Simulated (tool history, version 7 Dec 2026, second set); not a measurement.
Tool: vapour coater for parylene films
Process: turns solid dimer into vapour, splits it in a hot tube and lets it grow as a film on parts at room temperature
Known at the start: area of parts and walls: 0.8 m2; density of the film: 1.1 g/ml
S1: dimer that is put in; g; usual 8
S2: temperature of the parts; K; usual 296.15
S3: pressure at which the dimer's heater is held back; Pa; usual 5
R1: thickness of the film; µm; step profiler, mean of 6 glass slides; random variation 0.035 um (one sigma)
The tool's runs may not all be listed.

run    hour  S1      S2    S3     R1
  1       0   8  296.15     5   5.29
  2    16.5   8  296.15     5   5.26
  3    38.7   8  296.15     5    5.2
  4      74   8  296.15     5   5.26
  5   114.3   8  296.15     5   5.25
  6   148.6   8  296.15     5   5.14
  7   168.1   8  296.15     5   5.15
  8   208.4   8  296.15     5   5.16
  9   248.6   8  296.15     5   5.09
 10   274.5   8  296.15     5   5.13
 11   295.6   8  296.15     5   5.11
 12   319.5   8  296.15     5   5.05
      337.9  -- trap's valve overhauled
 13   342.4   8  296.15     5   5.51
 14   379.2   8  296.15  2.63   6.03
 15   405.8   8  296.15  2.63   5.98
 16     443   8  292.15  2.63   6.71
 17   475.1   8  298.15  2.63   5.62
 18   512.9   8  296.15     5    5.4
 19   546.8   8  296.15  4.92   5.41
 20   572.2   8  296.15     5   5.43
 21   591.7   4  293.15     5    2.9
 22   628.3  12  306.15  4.36   6.09
 23   668.1  11  296.15     5   7.34
 24   705.2   7  290.15     5   5.48
 25     723   7  290.15     5   5.44
 26   743.6  12  291.15  7.41   8.56
 27   772.9  12  291.15  7.41   8.53
 28   801.5  12  291.15  7.41   8.52
 29   824.4  10  296.15  8.58      6
 30   842.6   4  296.15  2.78   2.83
 31     882  11  303.15  2.78   6.36
 32   905.1  12  295.15  2.13   9.04
 33   923.9   3  303.15  2.13   1.81
 34   962.2   3  303.15  2.13   1.76
 35     988   3  303.15  2.13   1.76
        998  -- trap's valve overhauled
 36  1018.1  14  298.15  2.63  10.15
 37  1046.6   3  296.15     5   2.04
 38  1085.7   8  296.15  2.15   6.27
     1089.2  -- table's thermometer calibrated
 39  1118.1   8  292.15     8   5.67

3 ways to go on from here, each from the tool as it stands after run 39. What would each give?
  A  1142.2  14  300.15  10.67   ?
  B  1142.2   8  296.15      5   ?
  C  1142.2   4  306.15   6.85   ?

run    R1
  A  7.43
  B  5.39
  C  1.92
Without the tool's hidden state the same runs would have given:
run    R1
  A  7.56
  B  5.48
  C  1.96

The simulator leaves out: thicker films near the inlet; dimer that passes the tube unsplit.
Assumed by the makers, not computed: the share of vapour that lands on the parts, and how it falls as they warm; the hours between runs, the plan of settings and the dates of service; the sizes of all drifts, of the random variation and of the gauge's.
